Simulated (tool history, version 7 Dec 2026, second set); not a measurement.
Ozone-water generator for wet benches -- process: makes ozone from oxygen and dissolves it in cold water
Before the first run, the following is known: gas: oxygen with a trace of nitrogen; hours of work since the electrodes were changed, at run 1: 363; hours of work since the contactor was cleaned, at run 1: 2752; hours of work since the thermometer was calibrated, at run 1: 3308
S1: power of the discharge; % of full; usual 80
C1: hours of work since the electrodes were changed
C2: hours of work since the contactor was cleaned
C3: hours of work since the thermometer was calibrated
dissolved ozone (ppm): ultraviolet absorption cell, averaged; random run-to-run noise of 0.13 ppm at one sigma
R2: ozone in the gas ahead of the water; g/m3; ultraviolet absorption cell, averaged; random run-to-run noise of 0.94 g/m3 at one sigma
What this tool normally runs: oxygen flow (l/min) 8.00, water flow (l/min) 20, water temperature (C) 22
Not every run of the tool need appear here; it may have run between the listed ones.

{"run": 1, "day": 0.0, "S1": 80, "oxygen flow (l/min)": 8.0, "water flow (l/min)": 20, "water temperature (C)": 22, "C1": 363, "C2": 2752, "C3": 3308, "dissolved ozone (ppm)": 15.0, "R2": 159.7}
{"run": 2, "day": 6.667, "S1": 80, "oxygen flow (l/min)": 8.0, "water flow (l/min)": 20, "water temperature (C)": 22, "C1": 462, "C2": 2851, "C3": 3407, "dissolved ozone (ppm)": 15.1, "R2": 160.1}
{"run": 3, "day": 10.567, "S1": 80, "oxygen flow (l/min)": 10.52, "water flow (l/min)": 20, "water temperature (C)": 22, "C1": 520, "C2": 2909, "C3": 3465, "dissolved ozone (ppm)": 14.4, "R2": 140.7}
{"run": 4, "day": 19.804, "S1": 80, "oxygen flow (l/min)": 8.0, "water flow (l/min)": 14, "water temperature (C)": 22, "C1": 657, "C2": 3046, "C3": 3601, "dissolved ozone (ppm)": 18.9, "R2": 159.7}
{"run": 5, "day": 26.833, "S1": 80, "oxygen flow (l/min)": 8.92, "water flow (l/min)": 20, "water temperature (C)": 22, "C1": 761, "C2": 3150, "C3": 3706, "dissolved ozone (ppm)": 14.9, "R2": 152.2}
{"run": 6, "day": 31.629, "S1": 80, "oxygen flow (l/min)": 8.92, "water flow (l/min)": 20, "water temperature (C)": 22, "C1": 832, "C2": 3221, "C3": 3777, "dissolved ozone (ppm)": 14.9, "R2": 153.3}
{"run": 7, "day": 36.212, "S1": 80, "oxygen flow (l/min)": 8.92, "water flow (l/min)": 20, "water temperature (C)": 22, "C1": 900, "C2": 3289, "C3": 3845, "dissolved ozone (ppm)": 14.6, "R2": 153.1}
{"run": 8, "day": 43.342, "S1": 80, "oxygen flow (l/min)": 8.92, "water flow (l/min)": 20, "water temperature (C)": 22, "C1": 1005, "C2": 3394, "C3": 3950, "dissolved ozone (ppm)": 14.7, "R2": 153.3}
{"run": 9, "day": 52.038, "S1": 80, "oxygen flow (l/min)": 12.98, "water flow (l/min)": 20, "water temperature (C)": 22, "C1": 1134, "C2": 3523, "C3": 4079, "dissolved ozone (ppm)": 14.1, "R2": 128.9}
{"run": 10, "day": 57.75, "S1": 80, "oxygen flow (l/min)": 12.98, "water flow (l/min)": 20, "water temperature (C)": 22, "C1": 1219, "C2": 3608, "C3": 4164, "dissolved ozone (ppm)": 14.1, "R2": 130.2}
{"run": 11, "day": 61.692, "S1": 80, "oxygen flow (l/min)": 8.0, "water flow (l/min)": 17, "water temperature (C)": 22, "C1": 1277, "C2": 3666, "C3": 4222, "dissolved ozone (ppm)": 16.6, "R2": 161.0}
{"run": 12, "day": 68.233, "S1": 80, "oxygen flow (l/min)": 8.0, "water flow (l/min)": 17, "water temperature (C)": 22, "C1": 1374, "C2": 3763, "C3": 4319, "dissolved ozone (ppm)": 16.5, "R2": 163.5}
{"run": 13, "day": 72.729, "S1": 80, "oxygen flow (l/min)": 8.0, "water flow (l/min)": 17, "water temperature (C)": 22, "C1": 1441, "C2": 3830, "C3": 4385, "dissolved ozone (ppm)": 16.7, "R2": 162.4}
{"day": 74.75, "done": "water thermometer calibrated"}
{"run": 14, "day": 77.875, "S1": 80, "oxygen flow (l/min)": 8.0, "water flow (l/min)": 17, "water temperature (C)": 22, "C1": 1517, "C2": 3906, "C3": 46, "dissolved ozone (ppm)": 16.5, "R2": 164.7}
{"run": 15, "day": 84.983, "S1": 80, "oxygen flow (l/min)": 8.0, "water flow (l/min)": 20, "water temperature (C)": 22, "C1": 1622, "C2": 4011, "C3": 152, "dissolved ozone (ppm)": 14.8, "R2": 163.0}
{"run": 16, "day": 89.658, "S1": 80, "oxygen flow (l/min)": 8.0, "water flow (l/min)": 20, "water temperature (C)": 22, "C1": 1691, "C2": 4080, "C3": 221, "dissolved ozone (ppm)": 15.1, "R2": 163.3}
{"day": 95.229, "done": "gauge calibrated"}
{"run": 17, "day": 96.096, "S1": 80, "oxygen flow (l/min)": 8.0, "water flow (l/min)": 20, "water temperature (C)": 20, "C1": 1787, "C2": 4176, "C3": 316, "dissolved ozone (ppm)": 15.5, "R2": 158.4}
{"run": 18, "day": 104.55, "S1": 80, "oxygen flow (l/min)": 8.0, "water flow (l/min)": 20, "water temperature (C)": 20, "C1": 1912, "C2": 4301, "C3": 441, "dissolved ozone (ppm)": 15.5, "R2": 159.6}
{"run": 19, "day": 110.65, "S1": 53, "oxygen flow (l/min)": 8.29, "water flow (l/min)": 29, "water temperature (C)": 23, "C1": 2002, "C2": 4391, "C3": 532, "dissolved ozone (ppm)": 7.8, "R2": 109.3}
{"run": 20, "day": 117.15, "S1": 80, "oxygen flow (l/min)": 9.67, "water flow (l/min)": 13, "water temperature (C)": 22, "C1": 2099, "C2": 4488, "C3": 628, "dissolved ozone (ppm)": 18.8, "R2": 147.9}
{"run": 21, "day": 125.146, "S1": 80, "oxygen flow (l/min)": 9.67, "water flow (l/min)": 13, "water temperature (C)": 22, "C1": 2217, "C2": 4606, "C3": 747, "dissolved ozone (ppm)": 19.0, "R2": 147.4}
{"run": 22, "day": 130.071, "S1": 80, "oxygen flow (l/min)": 9.67, "water flow (l/min)": 13, "water temperature (C)": 22, "C1": 2290, "C2": 4679, "C3": 820, "dissolved ozone (ppm)": 18.9, "R2": 147.2}
{"run": 23, "day": 139.438, "S1": 80, "oxygen flow (l/min)": 9.67, "water flow (l/min)": 13, "water temperature (C)": 22, "C1": 2429, "C2": 4818, "C3": 958, "dissolved ozone (ppm)": 19.1, "R2": 148.1}
{"run": 24, "day": 148.662, "S1": 80, "oxygen flow (l/min)": 11.5, "water flow (l/min)": 20, "water temperature (C)": 22, "C1": 2565, "C2": 4954, "C3": 1095, "dissolved ozone (ppm)": 14.2, "R2": 137.3}
{"run": 25, "day": 153.258, "S1": 80, "oxygen flow (l/min)": 11.5, "water flow (l/min)": 20, "water temperature (C)": 22, "C1": 2633, "C2": 5022, "C3": 1163, "dissolved ozone (ppm)": 14.2, "R2": 137.9}
{"run": 26, "day": 157.583, "S1": 80, "oxygen flow (l/min)": 7.17, "water flow (l/min)": 30, "water temperature (C)": 22, "C1": 2697, "C2": 5087, "C3": 1227, "dissolved ozone (ppm)": 10.7, "R2": 171.0}
{"run": 27, "day": 166.221, "S1": 80, "oxygen flow (l/min)": 8.32, "water flow (l/min)": 20, "water temperature (C)": 22, "C1": 2825, "C2": 5214, "C3": 1355, "dissolved ozone (ppm)": 14.8, "R2": 159.6}
{"run": 28, "day": 172.733, "S1": 63, "oxygen flow (l/min)": 8.0, "water flow (l/min)": 20, "water temperature (C)": 22, "C1": 2922, "C2": 5311, "C3": 1452, "dissolved ozone (ppm)": 12.0, "R2": 132.8}
{"run": 29, "day": 177.558, "S1": 51, "oxygen flow (l/min)": 6.02, "water flow (l/min)": 22, "water temperature (C)": 23, "C1": 2993, "C2": 5382, "C3": 1523, "dissolved ozone (ppm)": 9.2, "R2": 124.2}
{"run": 30, "day": 184.504, "S1": 51, "oxygen flow (l/min)": 6.02, "water flow (l/min)": 22, "water temperature (C)": 23, "C1": 3096, "C2": 5485, "C3": 1626, "dissolved ozone (ppm)": 9.2, "R2": 125.9}
{"run": 31, "day": 191.896, "S1": 44, "oxygen flow (l/min)": 8.0, "water flow (l/min)": 24, "water temperature (C)": 14, "C1": 3206, "C2": 5595, "C3": 1735, "dissolved ozone (ppm)": 9.0, "R2": 97.7}
{"run": 32, "day": 200.433, "S1": 81, "oxygen flow (l/min)": 4.14, "water flow (l/min)": 24, "water temperature (C)": 17, "C1": 3332, "C2": 5721, "C3": 1862, "dissolved ozone (ppm)": 13.1, "R2": 224.5}
{"run": 33, "day": 204.588, "S1": 80, "oxygen flow (l/min)": 8.0, "water flow (l/min)": 27, "water temperature (C)": 18, "C1": 3394, "C2": 5783, "C3": 1923, "dissolved ozone (ppm)": 12.8, "R2": 165.1}

Across each entry between runs, compare the hidden state at the last listed run before it with the hidden state at the first listed run after it:
Between runs 13 and 14: water thermometer calibrated (day 74.750)
  drift of the gauge itself on gas_g_m3, %: 2.27 -> 2.43
  difference, measured minus the result without the unlogged condition, R2: +3.5 -> +3.8 g/m3
Between runs 16 and 17: gauge calibrated (day 95.229)
  drift of the gauge itself on gas_g_m3, %: 2.79 -> 0.03
  difference, measured minus the result without the unlogged condition, R2: +4.3 -> -0.1 g/m3
